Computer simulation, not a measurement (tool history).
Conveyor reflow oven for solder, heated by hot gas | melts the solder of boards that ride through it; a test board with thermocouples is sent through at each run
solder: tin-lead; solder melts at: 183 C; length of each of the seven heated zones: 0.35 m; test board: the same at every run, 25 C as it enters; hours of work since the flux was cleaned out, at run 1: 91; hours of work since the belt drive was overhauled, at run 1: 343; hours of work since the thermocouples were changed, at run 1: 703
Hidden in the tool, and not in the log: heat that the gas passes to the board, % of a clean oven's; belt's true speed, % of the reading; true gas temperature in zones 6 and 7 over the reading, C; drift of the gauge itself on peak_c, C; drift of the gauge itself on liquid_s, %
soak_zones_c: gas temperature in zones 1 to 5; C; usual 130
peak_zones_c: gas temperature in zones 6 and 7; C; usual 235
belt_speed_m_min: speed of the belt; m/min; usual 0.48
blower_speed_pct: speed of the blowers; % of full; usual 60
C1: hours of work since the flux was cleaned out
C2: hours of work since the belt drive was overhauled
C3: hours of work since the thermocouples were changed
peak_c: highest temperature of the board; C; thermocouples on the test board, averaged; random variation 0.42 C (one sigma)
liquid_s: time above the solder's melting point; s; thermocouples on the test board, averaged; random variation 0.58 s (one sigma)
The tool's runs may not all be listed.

{"run": 1, "hour": 0.0, "soak_zones_c": 130, "peak_zones_c": 235, "belt_speed_m_min": 0.48, "blower_speed_pct": 60, "C1": 91, "C2": 343, "C3": 703, "peak_c": 205.6, "liquid_s": 46.4}
{"run": 2, "hour": 13.8, "soak_zones_c": 130, "peak_zones_c": 235, "belt_speed_m_min": 0.48, "blower_speed_pct": 60, "C1": 98, "C2": 350, "C3": 709, "peak_c": 205.3, "liquid_s": 45.8}
{"hour": 23.6, "done": "thermocouples of zones 6 and 7 changed"}
{"run": 3, "hour": 28.5, "soak_zones_c": 130, "peak_zones_c": 235, "belt_speed_m_min": 0.48, "blower_speed_pct": 60, "C1": 104, "C2": 356, "C3": 2, "peak_c": 206.4, "liquid_s": 49.7}
{"run": 4, "hour": 37.5, "soak_zones_c": 130, "peak_zones_c": 235, "belt_speed_m_min": 0.48, "blower_speed_pct": 60, "C1": 109, "C2": 361, "C3": 7, "peak_c": 206.3, "liquid_s": 48.5}
{"run": 5, "hour": 49.7, "soak_zones_c": 130, "peak_zones_c": 235, "belt_speed_m_min": 0.48, "blower_speed_pct": 60, "C1": 115, "C2": 367, "C3": 13, "peak_c": 206.9, "liquid_s": 49.9}
{"run": 6, "hour": 59.6, "soak_zones_c": 130, "peak_zones_c": 235, "belt_speed_m_min": 0.48, "blower_speed_pct": 60, "C1": 119, "C2": 371, "C3": 18, "peak_c": 206.6, "liquid_s": 48.7}
{"run": 7, "hour": 77.1, "soak_zones_c": 141, "peak_zones_c": 235, "belt_speed_m_min": 0.48, "blower_speed_pct": 60, "C1": 128, "C2": 380, "C3": 26, "peak_c": 209.8, "liquid_s": 57}
{"run": 8, "hour": 84.9, "soak_zones_c": 135, "peak_zones_c": 235, "belt_speed_m_min": 0.48, "blower_speed_pct": 60, "C1": 132, "C2": 384, "C3": 30, "peak_c": 208.4, "liquid_s": 52.7}
{"run": 9, "hour": 99.2, "soak_zones_c": 130, "peak_zones_c": 235, "belt_speed_m_min": 0.421, "blower_speed_pct": 60, "C1": 139, "C2": 391, "C3": 37, "peak_c": 211.2, "liquid_s": 64.1}
{"run": 10, "hour": 115.4, "soak_zones_c": 132, "peak_zones_c": 235, "belt_speed_m_min": 0.48, "blower_speed_pct": 60, "C1": 147, "C2": 399, "C3": 45, "peak_c": 206.5, "liquid_s": 50.5}
{"run": 11, "hour": 127.5, "soak_zones_c": 130, "peak_zones_c": 235, "belt_speed_m_min": 0.48, "blower_speed_pct": 60, "C1": 152, "C2": 404, "C3": 50, "peak_c": 206.5, "liquid_s": 48.8}
{"run": 12, "hour": 141.0, "soak_zones_c": 130, "peak_zones_c": 235, "belt_speed_m_min": 0.48, "blower_speed_pct": 60, "C1": 159, "C2": 411, "C3": 57, "peak_c": 206.2, "liquid_s": 47.9}
{"run": 13, "hour": 149.3, "soak_zones_c": 130, "peak_zones_c": 235, "belt_speed_m_min": 0.48, "blower_speed_pct": 69, "C1": 163, "C2": 415, "C3": 61, "peak_c": 209.4, "liquid_s": 53.8}
{"run": 14, "hour": 162.5, "soak_zones_c": 130, "peak_zones_c": 235, "belt_speed_m_min": 0.48, "blower_speed_pct": 60, "C1": 169, "C2": 421, "C3": 67, "peak_c": 206, "liquid_s": 48.9}
{"run": 15, "hour": 177.1, "soak_zones_c": 130, "peak_zones_c": 235, "belt_speed_m_min": 0.48, "blower_speed_pct": 60, "C1": 177, "C2": 429, "C3": 75, "peak_c": 206.1, "liquid_s": 48.3}
{"run": 16, "hour": 189.6, "soak_zones_c": 130, "peak_zones_c": 235, "belt_speed_m_min": 0.48, "blower_speed_pct": 83, "C1": 183, "C2": 435, "C3": 81, "peak_c": 212.9, "liquid_s": 59.1}
{"run": 17, "hour": 199.2, "soak_zones_c": 130, "peak_zones_c": 250, "belt_speed_m_min": 0.48, "blower_speed_pct": 83, "C1": 187, "C2": 439, "C3": 85, "peak_c": 226.6, "liquid_s": 69.1}
{"run": 18, "hour": 210.8, "soak_zones_c": 130, "peak_zones_c": 232, "belt_speed_m_min": 0.48, "blower_speed_pct": 52, "C1": 193, "C2": 445, "C3": 91, "peak_c": 199.4, "liquid_s": 37}
{"run": 19, "hour": 227.9, "soak_zones_c": 134, "peak_zones_c": 224, "belt_speed_m_min": 0.438, "blower_speed_pct": 69, "C1": 201, "C2": 453, "C3": 99, "peak_c": 204.5, "liquid_s": 55}
{"run": 20, "hour": 238.5, "soak_zones_c": 134, "peak_zones_c": 224, "belt_speed_m_min": 0.438, "blower_speed_pct": 69, "C1": 206, "C2": 458, "C3": 104, "peak_c": 203.8, "liquid_s": 54.6}
{"run": 21, "hour": 253.1, "soak_zones_c": 134, "peak_zones_c": 224, "belt_speed_m_min": 0.438, "blower_speed_pct": 69, "C1": 213, "C2": 465, "C3": 112, "peak_c": 205.1, "liquid_s": 54.8}
{"run": 22, "hour": 263.1, "soak_zones_c": 134, "peak_zones_c": 224, "belt_speed_m_min": 0.438, "blower_speed_pct": 69, "C1": 218, "C2": 470, "C3": 116, "peak_c": 204.6, "liquid_s": 55}
{"run": 23, "hour": 274.9, "soak_zones_c": 134, "peak_zones_c": 224, "belt_speed_m_min": 0.438, "blower_speed_pct": 69, "C1": 224, "C2": 476, "C3": 122, "peak_c": 204.5, "liquid_s": 54.4}
{"run": 24, "hour": 290.9, "soak_zones_c": 134, "peak_zones_c": 225, "belt_speed_m_min": 0.471, "blower_speed_pct": 69, "C1": 232, "C2": 484, "C3": 130, "peak_c": 202.7, "liquid_s": 46.8}
{"run": 25, "hour": 305.2, "soak_zones_c": 143, "peak_zones_c": 235, "belt_speed_m_min": 0.567, "blower_speed_pct": 72, "C1": 239, "C2": 491, "C3": 137, "peak_c": 206.7, "liquid_s": 44.2}
{"run": 26, "hour": 316.3, "soak_zones_c": 129, "peak_zones_c": 235, "belt_speed_m_min": 0.48, "blower_speed_pct": 58, "C1": 244, "C2": 496, "C3": 142, "peak_c": 204.1, "liquid_s": 45.3}
{"run": 27, "hour": 325.1, "soak_zones_c": 129, "peak_zones_c": 236, "belt_speed_m_min": 0.546, "blower_speed_pct": 59, "C1": 248, "C2": 500, "C3": 147, "peak_c": 199.9, "liquid_s": 31.5}
{"run": 28, "hour": 338.2, "soak_zones_c": 130, "peak_zones_c": 235, "belt_speed_m_min": 0.418, "blower_speed_pct": 76, "C1": 255, "C2": 507, "C3": 153, "peak_c": 216, "liquid_s": 73}
{"run": 29, "hour": 345.8, "soak_zones_c": 141, "peak_zones_c": 235, "belt_speed_m_min": 0.48, "blower_speed_pct": 60, "C1": 259, "C2": 511, "C3": 157, "peak_c": 206.7, "liquid_s": 55.5}
{"run": 30, "hour": 362.2, "soak_zones_c": 126, "peak_zones_c": 235, "belt_speed_m_min": 0.55, "blower_speed_pct": 89, "C1": 267, "C2": 519, "C3": 165, "peak_c": 209.1, "liquid_s": 44.7}
{"run": 31, "hour": 380.0, "soak_zones_c": 136, "peak_zones_c": 235, "belt_speed_m_min": 0.48, "blower_speed_pct": 60, "C1": 275, "C2": 527, "C3": 173, "peak_c": 206.3, "liquid_s": 50.9}

4 ways to go on from here, each from the tool as it stands after run 31. What would each give?
{"run": "A", "hour": 397.5, "soak_zones_c": 121, "peak_zones_c": 231, "belt_speed_m_min": 0.512, "blower_speed_pct": 60, "C1": 284, "C2": 536, "C3": 182, "peak_c": "?", "liquid_s": "?"}
{"run": "B", "hour": 397.5, "soak_zones_c": 130, "peak_zones_c": 226, "belt_speed_m_min": 0.48, "blower_speed_pct": 51, "C1": 284, "C2": 536, "C3": 182, "peak_c": "?", "liquid_s": "?"}
{"run": "C", "hour": 397.5, "soak_zones_c": 136, "peak_zones_c": 237, "belt_speed_m_min": 0.508, "blower_speed_pct": 83, "C1": 284, "C2": 536, "C3": 182, "peak_c": "?", "liquid_s": "?"}
{"run": "D", "hour": 397.5, "soak_zones_c": 136, "peak_zones_c": 237, "belt_speed_m_min": 0.558, "blower_speed_pct": 73, "C1": 284, "C2": 536, "C3": 182, "peak_c": "?", "liquid_s": "?"}

run=A peak_c=195.8 liquid_s=27.7
run=B peak_c=193.3 liquid_s=26.9
run=C peak_c=213.1 liquid_s=57.2
run=D peak_c=205.7 liquid_s=43.2
Without the tool's hidden state the same runs would have given:
run=A peak_c=198.8 liquid_s=32.4
run=B peak_c=195.5 liquid_s=31.2
run=C peak_c=216.4 liquid_s=59.9
run=D peak_c=209 liquid_s=46.7
